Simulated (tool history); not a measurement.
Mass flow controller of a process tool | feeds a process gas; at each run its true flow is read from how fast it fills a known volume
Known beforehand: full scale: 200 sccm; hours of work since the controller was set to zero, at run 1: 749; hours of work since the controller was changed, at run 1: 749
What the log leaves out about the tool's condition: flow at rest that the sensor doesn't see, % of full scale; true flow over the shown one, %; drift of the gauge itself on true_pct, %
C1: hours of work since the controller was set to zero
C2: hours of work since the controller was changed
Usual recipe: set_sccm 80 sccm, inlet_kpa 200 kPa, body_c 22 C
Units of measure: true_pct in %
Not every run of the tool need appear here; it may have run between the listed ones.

{"run": 1, "day": 0.0, "set_sccm": 80, "inlet_kpa": 200, "body_c": 22, "C1": 749, "C2": 749, "true_pct": 99.66}
{"run": 2, "day": 2.329, "set_sccm": 80, "inlet_kpa": 173, "body_c": 22, "C1": 781, "C2": 781, "true_pct": 99.76}
{"run": 3, "day": 4.358, "set_sccm": 80, "inlet_kpa": 173, "body_c": 22, "C1": 808, "C2": 808, "true_pct": 99.61}
{"run": 4, "day": 6.125, "set_sccm": 80, "inlet_kpa": 173, "body_c": 22, "C1": 832, "C2": 832, "true_pct": 99.63}
{"run": 5, "day": 9.467, "set_sccm": 80, "inlet_kpa": 173, "body_c": 22, "C1": 877, "C2": 877, "true_pct": 99.6}
{"run": 6, "day": 12.238, "set_sccm": 80, "inlet_kpa": 173, "body_c": 39, "C1": 915, "C2": 915, "true_pct": 100.8}
{"run": 7, "day": 15.338, "set_sccm": 80, "inlet_kpa": 154, "body_c": 22, "C1": 957, "C2": 957, "true_pct": 99.6}
{"run": 8, "day": 18.267, "set_sccm": 80, "inlet_kpa": 182, "body_c": 22, "C1": 996, "C2": 996, "true_pct": 99.62}
{"run": 9, "day": 20.558, "set_sccm": 80, "inlet_kpa": 200, "body_c": 25, "C1": 1028, "C2": 1028, "true_pct": 99.76}
{"run": 10, "day": 23.371, "set_sccm": 80, "inlet_kpa": 200, "body_c": 25, "C1": 1066, "C2": 1066, "true_pct": 99.67}
{"run": 11, "day": 25.346, "set_sccm": 80, "inlet_kpa": 200, "body_c": 25, "C1": 1092, "C2": 1092, "true_pct": 99.77}
{"run": 12, "day": 27.05, "set_sccm": 80, "inlet_kpa": 200, "body_c": 22, "C1": 1115, "C2": 1115, "true_pct": 99.7}
{"run": 13, "day": 29.446, "set_sccm": 80, "inlet_kpa": 200, "body_c": 22, "C1": 1148, "C2": 1148, "true_pct": 99.61}
{"run": 14, "day": 31.158, "set_sccm": 80, "inlet_kpa": 200, "body_c": 22, "C1": 1171, "C2": 1171, "true_pct": 99.57}
{"run": 15, "day": 34.746, "set_sccm": 80, "inlet_kpa": 200, "body_c": 22, "C1": 1219, "C2": 1219, "true_pct": 99.71}
{"run": 16, "day": 37.479, "set_sccm": 48, "inlet_kpa": 200, "body_c": 22, "C1": 1256, "C2": 1256, "true_pct": 99.54}
{"run": 17, "day": 40.533, "set_sccm": 48, "inlet_kpa": 200, "body_c": 22, "C1": 1298, "C2": 1298, "true_pct": 99.47}
{"run": 18, "day": 42.792, "set_sccm": 80, "inlet_kpa": 200, "body_c": 22, "C1": 1328, "C2": 1328, "true_pct": 99.56}
{"run": 19, "day": 44.796, "set_sccm": 80, "inlet_kpa": 200, "body_c": 22, "C1": 1355, "C2": 1355, "true_pct": 99.63}
{"run": 20, "day": 47.512, "set_sccm": 80, "inlet_kpa": 200, "body_c": 27, "C1": 1392, "C2": 1392, "true_pct": 99.89}
{"run": 21, "day": 49.354, "set_sccm": 80, "inlet_kpa": 216, "body_c": 22, "C1": 1417, "C2": 1417, "true_pct": 99.54}
{"run": 22, "day": 53.267, "set_sccm": 80, "inlet_kpa": 216, "body_c": 22, "C1": 1470, "C2": 1470, "true_pct": 99.6}
{"run": 23, "day": 56.125, "set_sccm": 80, "inlet_kpa": 216, "body_c": 22, "C1": 1509, "C2": 1509, "true_pct": 99.54}
{"run": 24, "day": 59.838, "set_sccm": 80, "inlet_kpa": 200, "body_c": 22, "C1": 1559, "C2": 1559, "true_pct": 99.65}
{"run": 25, "day": 61.588, "set_sccm": 80, "inlet_kpa": 200, "body_c": 22, "C1": 1583, "C2": 1583, "true_pct": 99.62}
{"run": 26, "day": 64.004, "set_sccm": 43, "inlet_kpa": 200, "body_c": 39, "C1": 1615, "C2": 1615, "true_pct": 100.72}
{"run": 27, "day": 67.404, "set_sccm": 80, "inlet_kpa": 203, "body_c": 31, "C1": 1661, "C2": 1661, "true_pct": 100.12}
{"run": 28, "day": 71.162, "set_sccm": 23, "inlet_kpa": 210, "body_c": 38, "C1": 1712, "C2": 1712, "true_pct": 100.56}
{"run": 29, "day": 74.029, "set_sccm": 23, "inlet_kpa": 210, "body_c": 38, "C1": 1751, "C2": 1751, "true_pct": 100.58}
{"run": 30, "day": 77.883, "set_sccm": 82, "inlet_kpa": 242, "body_c": 34, "C1": 1803, "C2": 1803, "true_pct": 100.28}
{"run": 31, "day": 81.071, "set_sccm": 178, "inlet_kpa": 235, "body_c": 24, "C1": 1846, "C2": 1846, "true_pct": 99.86}
{"run": 32, "day": 82.904, "set_sccm": 178, "inlet_kpa": 235, "body_c": 24, "C1": 1871, "C2": 1871, "true_pct": 99.8}
{"run": 33, "day": 86.85, "set_sccm": 31, "inlet_kpa": 176, "body_c": 39, "C1": 1925, "C2": 1925, "true_pct": 100.8}
{"run": 34, "day": 89.017, "set_sccm": 80, "inlet_kpa": 172, "body_c": 21, "C1": 1954, "C2": 1954, "true_pct": 99.64}
{"run": 35, "day": 91.304, "set_sccm": 27, "inlet_kpa": 171, "body_c": 24, "C1": 1985, "C2": 1985, "true_pct": 99.58}
{"run": 36, "day": 93.592, "set_sccm": 80, "inlet_kpa": 199, "body_c": 22, "C1": 2016, "C2": 2016, "true_pct": 99.59}
{"run": 37, "day": 97.012, "set_sccm": 170, "inlet_kpa": 266, "body_c": 23, "C1": 2062, "C2": 2062, "true_pct": 99.54}
{"run": 38, "day": 99.825, "set_sccm": 80, "inlet_kpa": 174, "body_c": 23, "C1": 2100, "C2": 2100, "true_pct": 99.73}
{"run": 39, "day": 102.258, "set_sccm": 80, "inlet_kpa": 174, "body_c": 23, "C1": 2133, "C2": 2133, "true_pct": 99.79}
{"run": 40, "day": 106.179, "set_sccm": 80, "inlet_kpa": 174, "body_c": 23, "C1": 2186, "C2": 2186, "true_pct": 99.92}
{"run": 41, "day": 109.875, "set_sccm": 61, "inlet_kpa": 200, "body_c": 31, "C1": 2236, "C2": 2236, "true_pct": 100.2}
{"run": 42, "day": 111.542, "set_sccm": 122, "inlet_kpa": 200, "body_c": 37, "C1": 2259, "C2": 2259, "true_pct": 100.78}
{"run": 43, "day": 113.921, "set_sccm": 47, "inlet_kpa": 251, "body_c": 22, "C1": 2291, "C2": 2291, "true_pct": 99.4}
{"run": 44, "day": 117.558, "set_sccm": 80, "inlet_kpa": 247, "body_c": 25, "C1": 2340, "C2": 2340, "true_pct": 99.85}
{"run": 45, "day": 119.942, "set_sccm": 93, "inlet_kpa": 142, "body_c": 25, "C1": 2372, "C2": 2372, "true_pct": 100.03}
{"run": 46, "day": 122.825, "set_sccm": 103, "inlet_kpa": 239, "body_c": 28, "C1": 2411, "C2": 2411, "true_pct": 99.9}
{"run": 47, "day": 125.788, "set_sccm": 103, "inlet_kpa": 239, "body_c": 28, "C1": 2451, "C2": 2451, "true_pct": 100.12}
{"run": 48, "day": 128.133, "set_sccm": 120, "inlet_kpa": 223, "body_c": 26, "C1": 2483, "C2": 2483, "true_pct": 99.89}
{"run": 49, "day": 131.712, "set_sccm": 118, "inlet_kpa": 203, "body_c": 33, "C1": 2532, "C2": 2532, "true_pct": 100.35}

Here are 3 independent what-if runs from the current tool condition. What would each one return?
{"run": "A", "day": 134.354, "set_sccm": 80, "inlet_kpa": 187, "body_c": 28, "C1": 2567, "C2": 2567, "true_pct": "?"}
{"run": "B", "day": 134.354, "set_sccm": 25, "inlet_kpa": 237, "body_c": 24, "C1": 2567, "C2": 2567, "true_pct": "?"}
{"run": "C", "day": 134.354, "set_sccm": 80, "inlet_kpa": 266, "body_c": 22, "C1": 2567, "C2": 2567, "true_pct": "?"}

run=A true_pct=100.08
run=B true_pct=99.59
run=C true_pct=99.56
With no hidden state in the tool, these same runs would have given:
run=A true_pct=100.09
run=B true_pct=99.62
run=C true_pct=99.56

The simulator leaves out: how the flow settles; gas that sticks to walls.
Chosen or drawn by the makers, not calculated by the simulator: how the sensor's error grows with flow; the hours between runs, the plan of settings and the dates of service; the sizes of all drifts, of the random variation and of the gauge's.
